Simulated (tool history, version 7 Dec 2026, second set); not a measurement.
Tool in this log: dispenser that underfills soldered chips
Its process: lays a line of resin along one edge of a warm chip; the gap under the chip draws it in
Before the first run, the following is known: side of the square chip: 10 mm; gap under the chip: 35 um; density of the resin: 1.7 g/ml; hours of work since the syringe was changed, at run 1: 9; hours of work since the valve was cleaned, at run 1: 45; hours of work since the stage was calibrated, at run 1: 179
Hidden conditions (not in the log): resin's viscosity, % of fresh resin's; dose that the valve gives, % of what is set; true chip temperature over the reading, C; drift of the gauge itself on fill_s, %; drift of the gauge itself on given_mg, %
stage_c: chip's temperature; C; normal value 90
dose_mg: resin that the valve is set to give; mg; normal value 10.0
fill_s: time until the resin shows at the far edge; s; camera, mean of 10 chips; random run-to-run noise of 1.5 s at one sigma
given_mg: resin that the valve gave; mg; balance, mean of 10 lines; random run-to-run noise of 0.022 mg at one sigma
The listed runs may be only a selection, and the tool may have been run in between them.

| run | hour | stage_c | dose_mg | hours of work since the syringe was changed | hours of work since the valve was cleaned | hours of work since the stage was calibrated | fill_s | given_mg |
|---|---|---|---|---|---|---|---|---|
| 1 | 0.0 | 90 | 10.0 | 9 | 45 | 179 | 269.1 | 9.87 |
|  | 1.3 | new syringe of resin |
| 2 | 7.1 | 90 | 10.0 | 4 | 49 | 184 | 195.8 | 9.84 |
|  | 11.9 | dispensing valve cleaned and set on the balance |
| 3 | 14.8 | 90 | 10.0 | 9 | 2 | 188 | 267.6 | 10.06 |
|  | 16.7 | new syringe of resin |
| 4 | 21.4 | 90 | 10.0 | 3 | 6 | 193 | 184.3 | 10.00 |
| 5 | 27.2 | 90 | 10.0 | 7 | 10 | 197 | 238.8 | 10.01 |
|  | 30.9 | new syringe of resin |
| 6 | 32.8 | 90 | 10.0 | 1 | 14 | 200 | 165.5 | 9.99 |
| 7 | 39.7 | 90 | 10.0 | 6 | 19 | 205 | 224.1 | 9.99 |
| 8 | 43.4 | 90 | 8.6 | 9 | 22 | 208 | 269.9 | 8.58 |
|  | 45.2 | new syringe of resin |
| 9 | 50.6 | 90 | 8.6 | 4 | 26 | 213 | 197.6 | 8.56 |
| 10 | 55.1 | 90 | 8.6 | 7 | 29 | 216 | 249.1 | 8.52 |
|  | 59.3 | new syringe of resin |
| 11 | 59.7 | 95 | 8.6 | 0 | 32 | 219 | 123.8 | 8.55 |
| 12 | 66.0 | 95 | 8.6 | 5 | 37 | 223 | 166.0 | 8.55 |
| 13 | 72.7 | 95 | 8.6 | 9 | 41 | 228 | 228.4 | 8.54 |
|  | 73.4 | new syringe of resin |
| 14 | 77.9 | 101 | 11.0 | 3 | 45 | 231 | 116.1 | 10.91 |
| 15 | 84.5 | 101 | 11.0 | 8 | 49 | 236 | 155.1 | 10.89 |
|  | 87.4 | new syringe of resin |
|  | 89.5 | dispensing valve cleaned and set on the balance |
| 16 | 91.1 | 91 | 11.1 | 2 | 1 | 240 | 165.9 | 11.15 |
| 17 | 95.5 | 95 | 10.7 | 5 | 4 | 243 | 167.5 | 10.71 |
| 18 | 100.9 | 104 | 10.7 | 9 | 8 | 246 | 142.9 | 10.66 |
|  | 102.3 | new syringe of resin |
| 19 | 106.7 | 104 | 11.0 | 3 | 12 | 250 | 98.7 | 10.92 |

Below, some changes in fill_s between adjacent runs. For each, the amount present without the hidden state too (settings, incoming material, random variation) and the amount remaining for the hidden state with gauge scatter not shared by both compared results:
Run 10 -> 11: stage_c 90 -> 95, new syringe of resin. fill_s -125.3 s: hidden state -91.4, all else -33.9.

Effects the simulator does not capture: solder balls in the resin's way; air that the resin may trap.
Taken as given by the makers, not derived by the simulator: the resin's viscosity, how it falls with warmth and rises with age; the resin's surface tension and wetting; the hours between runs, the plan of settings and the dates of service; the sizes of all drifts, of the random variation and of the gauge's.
